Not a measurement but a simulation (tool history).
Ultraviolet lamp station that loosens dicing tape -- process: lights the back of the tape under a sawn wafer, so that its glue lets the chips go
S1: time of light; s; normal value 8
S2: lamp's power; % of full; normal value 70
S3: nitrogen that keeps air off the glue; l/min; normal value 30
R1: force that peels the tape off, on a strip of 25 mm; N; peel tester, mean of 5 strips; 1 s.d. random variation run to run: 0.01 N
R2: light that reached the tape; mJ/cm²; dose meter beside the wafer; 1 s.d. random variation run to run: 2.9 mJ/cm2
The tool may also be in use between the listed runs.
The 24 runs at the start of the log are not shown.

Run 25, hour 823.3: usual settings but S1 7 s, S2 99 % of full, S3 49 l/min. Result: R1 0.340 N, R2 408 mJ/cm².
Run 26, hour 866.7: usual settings but S1 7 s, S2 99 % of full, S3 49 l/min. Result: R1 0.348 N, R2 410 mJ/cm².
Run 27, hour 895.3: usual settings but S1 12 s, S2 74 % of full, S3 38 l/min. Result: R1 0.278 N, R2 523 mJ/cm².
Run 28, hour 920.6: usual settings but S1 6 s, S2 65 % of full, S3 16 l/min. Result: R1 1.985 N, R2 224 mJ/cm².
Run 29, hour 956.5: usual settings but S1 6 s, S3 16 l/min. Result: R1 1.846 N, R2 241 mJ/cm².
At hour 960.7: window cleaned of glue's vapour.
Run 30, hour 996.3: usual settings but S1 10 s, S2 98 % of full, S3 15 l/min. Result: R1 0.337 N, R2 672 mJ/cm².
Run 31, hour 1016.6: usual settings but S1 10 s, S2 98 % of full, S3 15 l/min. Result: R1 0.341 N, R2 669 mJ/cm².
Run 32, hour 1058.6: usual settings but S2 95 % of full, S3 11 l/min. Result: R1 0.692 N, R2 513 mJ/cm².
Run 33, hour 1096.8: usual settings but S2 95 % of full, S3 11 l/min. Result: R1 0.715 N, R2 503 mJ/cm².
Run 34, hour 1140.1: usual settings but S1 4 s, S2 85 % of full, S3 42 l/min. Result: R1 1.081 N, R2 225 mJ/cm².
Run 35, hour 1173.5: usual settings but S1 4 s, S2 85 % of full, S3 42 l/min. Result: R1 1.149 N, R2 224 mJ/cm².
Run 36, hour 1216.4: usual settings but S1 6 s, S2 68 % of full, S3 43 l/min. Result: R1 0.827 N, R2 268 mJ/cm².
Run 37, hour 1248.1: usual settings but S1 6 s, S2 89 % of full, S3 23 l/min. Result: R1 0.797 N, R2 349 mJ/cm².
Run 38, hour 1273.4: usual settings but S1 6 s, S2 89 % of full, S3 23 l/min. Result: R1 0.790 N, R2 349 mJ/cm².
Run 39, hour 1309.9: usual settings but S1 6 s, S2 89 % of full, S3 23 l/min. Result: R1 0.833 N, R2 344 mJ/cm².
Run 40, hour 1342.0: usual settings but S1 11 s, S2 65 % of full, S3 32 l/min. Result: R1 0.358 N, R2 458 mJ/cm².
Run 41, hour 1371.5: usual settings but S2 82 % of full, S3 17 l/min. Result: R1 0.734 N, R2 413 mJ/cm².
Run 42, hour 1401.5: usual settings but S1 4 s, S2 71 % of full, S3 16 l/min. Result: R1 2.587 N, R2 177 mJ/cm².

Below are 4 alternative next runs, each starting from the tool's condition after run 42. Predict each:
Run A, hour 1423.1: usual settings but S1 5 s, S3 17 l/min. Result: R1 ?, R2 ?.
Run B, hour 1423.1: usual settings but S2 66 % of full, S3 51 l/min. Result: R1 ?, R2 ?.
Run C, hour 1423.1: usual settings but S1 7 s, S2 79 % of full, S3 16 l/min. Result: R1 ?, R2 ?.
Run D, hour 1423.1: usual settings but S3 12 l/min. Result: R1 ?, R2 ?.

run     R1   R2
  A  2.104  220
  B  0.461  334
  C  1.059  344
  D  1.267  357
Had the tool no hidden state, the same runs would have come out as:
run     R1   R2
  A  1.623  266
  B  0.330  404
  C  0.748  416
  D  0.915  430
